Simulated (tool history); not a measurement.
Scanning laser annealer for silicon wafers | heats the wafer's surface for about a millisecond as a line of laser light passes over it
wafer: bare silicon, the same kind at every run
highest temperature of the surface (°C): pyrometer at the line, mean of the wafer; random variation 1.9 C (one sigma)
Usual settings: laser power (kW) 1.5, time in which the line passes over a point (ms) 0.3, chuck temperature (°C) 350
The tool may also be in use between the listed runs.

run	hour	laser power (kW)	time in which the line passes over a point (ms)	chuck temperature (°C)	highest temperature of the surface (°C)
1	0	1.5	0.3	350	1114
2	18.8	1.5	0.3	350	1110
3	29.7	1.386	0.3	350	1036
4	39.3	1.5	0.3	350	1112
5	57.3	1.5	0.3	350	1112
6	73.7	1.5	0.3	350	1110
7	86.1	1.5	0.3	350	1110
8	104.1	1.5	0.3	350	1112
9	113.3	1.5	0.3	350	1113
10	132.8	1.5	0.3	313	1074
11	143.6	1.5	0.3	313	1073
12	157.1	1.322	0.3	350	992
# hour 167.8: window over the wafer cleaned
13	173	1.322	0.367	350	1074
14	189.9	1.322	0.367	350	1076
15	198.5	1.322	0.367	350	1076
16	216.6	1.452	0.367	350	1169
# hour 220.8: laser's power meter calibrated
17	237.1	1.452	0.367	350	1162
18	249.9	1.452	0.367	350	1164
19	260.5	1.5	0.3	350	1130
20	273.9	1.5	0.3	366	1145
21	289.8	1.547	0.3	350	1161
22	300.2	1.547	0.3	350	1161
23	312.6	1.559	0.231	380	1109
# hour 317.5: laser's power meter calibrated, once more
24	327.5	1.559	0.231	380	1113
25	339.7	1.559	0.231	380	1110
26	360.2	1.559	0.231	380	1115
27	380	1.559	0.231	380	1113
28	398.2	1.486	0.231	319	1004
29	415.7	1.5	0.294	346	1121
30	426.1	1.5	0.294	346	1119
31	434.7	1.518	0.38	350	1233
32	447.8	1.518	0.38	350	1231
# hour 459.4: optics aligned, line set to its width
33	462.7	1.437	0.339	343	1129
34	476.8	1.457	0.339	343	1148
35	485.5	1.366	0.227	343	955
36	495.7	1.475	0.3	360	1133
37	506.3	1.403	0.35	351	1126
38	522.9	1.561	0.295	313	1134
39	535.7	1.439	0.258	350	1042
40	549.2	1.455	0.219	375	1030
41	563.9	1.292	0.303	387	1035
42	574.8	1.292	0.303	387	1034

Forecast each of these 3 alternatives for the next run:
A	595.1	1.292	0.223	374	?
B	595.1	1.522	0.222	387	?
C	595.1	1.39	0.242	374	?

run	highest temperature of the surface (°C)
A	938
B	1086
C	1019
Without the tool's hidden state the same runs would have given:
run	highest temperature of the surface (°C)
A	945
B	1095
C	1027

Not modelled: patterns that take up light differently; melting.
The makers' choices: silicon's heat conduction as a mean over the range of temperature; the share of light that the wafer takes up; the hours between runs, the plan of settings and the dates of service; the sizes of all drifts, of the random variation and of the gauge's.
